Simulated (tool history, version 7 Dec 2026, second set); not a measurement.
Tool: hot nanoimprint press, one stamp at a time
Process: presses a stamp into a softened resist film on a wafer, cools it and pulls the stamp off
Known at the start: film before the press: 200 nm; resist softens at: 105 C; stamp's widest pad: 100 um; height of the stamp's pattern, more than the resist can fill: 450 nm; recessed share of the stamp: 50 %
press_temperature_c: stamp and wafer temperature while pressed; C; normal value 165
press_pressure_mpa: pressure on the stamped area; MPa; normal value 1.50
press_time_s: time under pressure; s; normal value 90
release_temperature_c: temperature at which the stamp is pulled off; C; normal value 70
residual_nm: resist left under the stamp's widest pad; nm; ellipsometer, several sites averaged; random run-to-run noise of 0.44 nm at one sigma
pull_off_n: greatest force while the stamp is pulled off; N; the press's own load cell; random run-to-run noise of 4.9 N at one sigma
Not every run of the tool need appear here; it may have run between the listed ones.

run     day  press_temperature_c  press_pressure_mpa  press_time_s  release_temperature_c  residual_nm  pull_off_n
  1   0.000                  165                1.50            90                     70         76.2         292
  2   0.496                  165                1.50            90                     70         75.9         308
      1.000  -- stamp cleaned and given a new release coat
  3   1.154                  165                1.50            90                     70         76.4         244
  4   1.654                  165                1.50            90                     70         75.3         239
  5   2.142                  165                1.50            90                     70         75.6         235
  6   2.604                  165                1.50            90                     70         74.6         243
  7   3.038                  165                1.50            90                     70         76.3         255
  8   3.329                  165                1.50            88                     70         76.5         248
      3.479  -- plate thermocouple calibrated
  9   3.667                  165                0.97            90                     70         91.4         255
 10   3.912                  165                0.97            90                     70         90.9         253
      4.442  -- plate thermocouple calibrated, once more
 11   4.458                  165                0.97            90                     70         93.4         261
 12   4.867                  165                0.97            90                     70         94.7         259
 13   5.371                  165                0.97            90                     70         94.4         256
 14   5.879                  165                0.97            90                     70         94.2         253
 15   6.150                  165                1.50            90                     70         76.9         262
 16   6.650                  174                1.50            86                     70         56.9         265
 17   6.983                  165                1.35            90                     70         80.7         277
 18   7.396                  165                1.35            90                     70         81.0         265
 19   7.854                  165                1.35            90                     70         81.0         267
 20   8.308                  162                1.60            96                     56         82.0         303
 21   8.596                  169                1.60            96                     69         63.0         270
 22   8.817                  173                1.43            67                     62         67.2         294
 23   9.233                  160                1.09           121                     70         95.2         275
 24   9.500                  160                1.19           135                     56         87.7         305
 25   9.725                  160                1.04           135                     62         93.2         293
 26  10.104                  167                1.67            90                     64         68.9         289
 27  10.442                  167                1.67            90                     64         68.4         302
 28  10.958                  167                1.77            90                     70         66.2         288
 29  11.371                  167                1.77            90                     70         66.5         284

Run 30 is up next; what results do you expect?
 30  11.888                  170                1.50            90                     64            ?           ?

residual_nm: 64.4 nm
pull_off_n: 301 N
Take away the tool's hidden state, keep the run-to-run variation as it was, and the same run would have given residual_nm 64.3 nm, pull_off_n 253 N.

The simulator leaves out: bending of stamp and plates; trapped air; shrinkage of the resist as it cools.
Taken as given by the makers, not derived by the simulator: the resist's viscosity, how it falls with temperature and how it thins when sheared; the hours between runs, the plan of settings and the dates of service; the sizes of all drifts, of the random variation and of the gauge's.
